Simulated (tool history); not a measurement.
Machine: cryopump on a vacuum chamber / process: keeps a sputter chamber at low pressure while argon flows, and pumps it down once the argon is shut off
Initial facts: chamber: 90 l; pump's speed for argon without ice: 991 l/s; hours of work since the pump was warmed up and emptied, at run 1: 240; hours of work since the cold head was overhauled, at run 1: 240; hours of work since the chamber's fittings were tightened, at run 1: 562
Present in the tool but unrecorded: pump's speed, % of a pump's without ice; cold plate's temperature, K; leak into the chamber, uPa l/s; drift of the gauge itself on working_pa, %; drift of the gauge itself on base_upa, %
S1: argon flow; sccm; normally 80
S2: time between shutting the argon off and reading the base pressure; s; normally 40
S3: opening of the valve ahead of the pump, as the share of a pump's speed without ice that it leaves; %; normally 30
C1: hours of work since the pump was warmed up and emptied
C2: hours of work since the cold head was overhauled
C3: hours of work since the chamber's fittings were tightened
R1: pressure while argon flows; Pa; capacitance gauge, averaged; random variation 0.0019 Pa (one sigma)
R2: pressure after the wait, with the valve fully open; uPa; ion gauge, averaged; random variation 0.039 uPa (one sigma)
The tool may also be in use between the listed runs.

| run | hour | S1 | S2 | S3 | C1 | C2 | C3 | R1 | R2 |
|---|---|---|---|---|---|---|---|---|---|
| 1 | 0.0 | 80 | 40 | 30 | 240 | 240 | 562 | 0.4723 | 2.81 |
| 2 | 13.5 | 80 | 40 | 18 | 245 | 245 | 567 | 0.7731 | 2.76 |
| 3 | 33.3 | 80 | 40 | 30 | 254 | 254 | 575 | 0.4731 | 2.84 |
| 4 | 53.5 | 80 | 40 | 30 | 262 | 262 | 584 | 0.4740 | 2.85 |
| 5 | 70.9 | 80 | 195 | 30 | 269 | 269 | 591 | 0.4737 | 1.29 |
| 6 | 84.2 | 112 | 40 | 30 | 274 | 274 | 596 | 0.6607 | 2.74 |
| 7 | 100.9 | 80 | 55 | 30 | 281 | 281 | 603 | 0.4742 | 2.28 |
| 8 | 124.8 | 80 | 168 | 30 | 291 | 291 | 612 | 0.4749 | 1.39 |
| 9 | 140.2 | 80 | 168 | 30 | 297 | 297 | 619 | 0.4767 | 1.43 |
| 10 | 162.4 | 80 | 176 | 32 | 306 | 306 | 628 | 0.4484 | 1.35 |
| 11 | 181.9 | 108 | 79 | 48 | 314 | 314 | 636 | 0.4153 | 1.90 |
| 12 | 202.7 | 108 | 79 | 48 | 322 | 322 | 644 | 0.4164 | 1.92 |
| 13 | 224.6 | 108 | 79 | 48 | 331 | 331 | 653 | 0.4163 | 1.89 |
| 14 | 250.9 | 108 | 175 | 41 | 342 | 342 | 664 | 0.4842 | 1.42 |
| 15 | 270.9 | 108 | 175 | 41 | 350 | 350 | 672 | 0.4872 | 1.46 |
| 16 | 292.3 | 33 | 175 | 40 | 359 | 359 | 681 | 0.1526 | 1.51 |
| 17 | 304.0 | 33 | 175 | 40 | 364 | 364 | 685 | 0.1513 | 1.47 |
| 18 | 321.2 | 33 | 26 | 27 | 371 | 371 | 692 | 0.2221 | 4.05 |

Some steps in R1 between neighbouring runs. How much of each would the tool show without its hidden state too (settings, what came in, random variation), and how much is left for the hidden state, with any gauge scatter that isn't in both results?
Run 15 -> 16: S1 108 -> 33, S3 41 -> 40. R1 -0.3346 Pa: hidden state -0.0246, all else -0.3100.
